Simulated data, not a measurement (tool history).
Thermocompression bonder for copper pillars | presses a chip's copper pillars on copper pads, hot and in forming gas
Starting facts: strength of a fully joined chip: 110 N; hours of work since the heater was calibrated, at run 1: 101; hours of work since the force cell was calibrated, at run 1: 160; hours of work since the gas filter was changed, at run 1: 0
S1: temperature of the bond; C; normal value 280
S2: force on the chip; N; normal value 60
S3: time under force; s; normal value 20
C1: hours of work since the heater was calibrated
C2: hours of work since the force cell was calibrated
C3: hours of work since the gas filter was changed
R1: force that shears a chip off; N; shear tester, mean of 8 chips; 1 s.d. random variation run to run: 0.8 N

run,hour,S1,S2,S3,C1,C2,C3,R1
1,0.0,280,60,20,101,160,0,67.7
2,24.7,280,60,19,119,178,18,67.1
3,46.4,261,60,19,135,194,34,52.2
4,59.6,261,60,19,145,203,43,50.5
5,80.4,261,60,19,160,218,58,50.1
6,93.3,280,60,20,169,228,68,67.0
7,115.6,280,60,20,185,244,84,63.6
8,134.1,280,60,20,199,257,97,62.8
9,150.7,280,60,20,211,269,109,62.8
# hour 175.5: forming gas filter changed
10,178.7,280,60,20,231,289,2,69.2
11,205.0,280,60,30,250,308,21,74.1
12,221.7,280,60,20,262,320,34,69.9
13,249.6,280,42,20,282,341,54,57.5
14,261.0,280,60,20,290,349,62,67.3
15,286.3,280,60,14,308,367,80,59.5
16,307.4,280,60,14,324,382,96,58.0
17,330.9,265,60,20,341,399,113,54.1
18,347.7,265,60,20,353,412,125,53.2
# hour 351.7: forming gas filter changed
19,359.9,280,64,20,361,420,6,71.1
20,374.2,280,60,14,372,430,16,62.3
21,388.3,263,49,20,382,441,26,51.2
22,406.5,263,75,13,395,454,40,53.8
23,428.4,280,60,30,411,470,56,75.1
24,449.8,290,60,20,427,485,71,73.9
25,473.8,280,62,22,444,503,88,69.8
26,498.9,289,60,20,462,521,107,71.9
27,521.9,289,60,20,479,537,123,71.2
# hour 526.6: forming gas filter changed
28,535.5,281,60,33,488,547,6,79.8
29,547.0,280,45,27,497,555,15,68.8
30,568.8,280,45,27,512,571,31,66.3
31,595.2,280,45,27,532,590,50,67.0
32,620.4,262,60,11,550,608,68,43.6
33,646.7,280,60,17,569,627,87,64.0
34,660.6,280,36,24,579,638,97,56.2
35,673.5,282,84,48,588,647,106,89.4
36,698.8,282,39,48,607,665,125,70.0
# hour 701.8: forming gas filter changed
37,719.3,282,39,48,621,680,13,77.6
38,743.4,310,39,48,639,697,30,92.3
39,755.1,257,55,18,647,706,39,49.6

Below are 5 alternative next runs, each starting from the tool's condition after run 39. Predict each:
A,767.6,257,56,18,656,715,48,?
B,767.6,250,89,18,656,715,48,?
C,767.6,280,60,20,656,715,48,?
D,767.6,280,43,13,656,715,48,?
E,767.6,258,60,53,656,715,48,?

run,R1
A,50.6
B,56.8
C,69.9
D,52.0
E,72.7
With the hidden condition removed and each run's random variation left untouched, the same runs would have given:
run,R1
A,45.9
B,51.6
C,65.7
D,47.7
E,68.0
